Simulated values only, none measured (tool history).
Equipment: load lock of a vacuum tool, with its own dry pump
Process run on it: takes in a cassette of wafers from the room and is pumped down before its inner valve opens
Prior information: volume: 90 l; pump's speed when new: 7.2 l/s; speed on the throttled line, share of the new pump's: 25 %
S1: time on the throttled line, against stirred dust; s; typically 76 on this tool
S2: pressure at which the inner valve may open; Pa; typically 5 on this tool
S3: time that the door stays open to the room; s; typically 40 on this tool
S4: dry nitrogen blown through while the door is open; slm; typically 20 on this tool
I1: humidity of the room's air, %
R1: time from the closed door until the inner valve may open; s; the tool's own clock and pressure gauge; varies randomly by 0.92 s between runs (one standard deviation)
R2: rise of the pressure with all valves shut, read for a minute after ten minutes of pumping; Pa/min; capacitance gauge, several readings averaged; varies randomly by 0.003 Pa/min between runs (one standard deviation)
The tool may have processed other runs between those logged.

run    hour  S1  S2   S3  S4    I1     R1     R2
  1     0.0  76   5   40  20  42.0  196.1  0.244
  2   173.3  76   5   40  20  46.3  194.4  0.251
  3   540.6  76   5   40  20  44.1  195.0  0.265
  4   788.7  76   7   40  20  40.8  190.8  0.275
  5   984.8  76   5   57  20  49.8  196.6  0.290
  6  1249.7  76   5   40  13  42.7  197.3  0.309
  7  1414.9  76   5   40  13  44.5  197.0  0.323
  8  1571.4  76   5   40  20  44.0  196.8  0.319
  9  1933.3  76   5   40  20  43.3  196.4  0.334
 10  2262.5  76   4   40  20  44.8  203.3  0.366
 11  2490.8  76   4   40  20  45.8  202.2  0.381
 12  2821.7  76   4   40  20  45.4  201.2  0.392
 13  3014.7  76   4   40  20  47.4  202.4  0.399
 14  3385.1  71   5   40  20  44.3  195.4  0.421
 15  3717.1  68   5   40  37  46.5  195.7  0.438
 16  3950.5  68   6  214  37  38.8  191.5  0.448

Forecast run 17:
 17  4210.0  68   8  214  30  47.9   ?   ?

R1: 187.3 s
R2: 0.482 Pa/min
With the hidden condition absent and the run-to-run variation left alone, this run would have shown R1 170.5 s, R2 0.032 Pa/min.
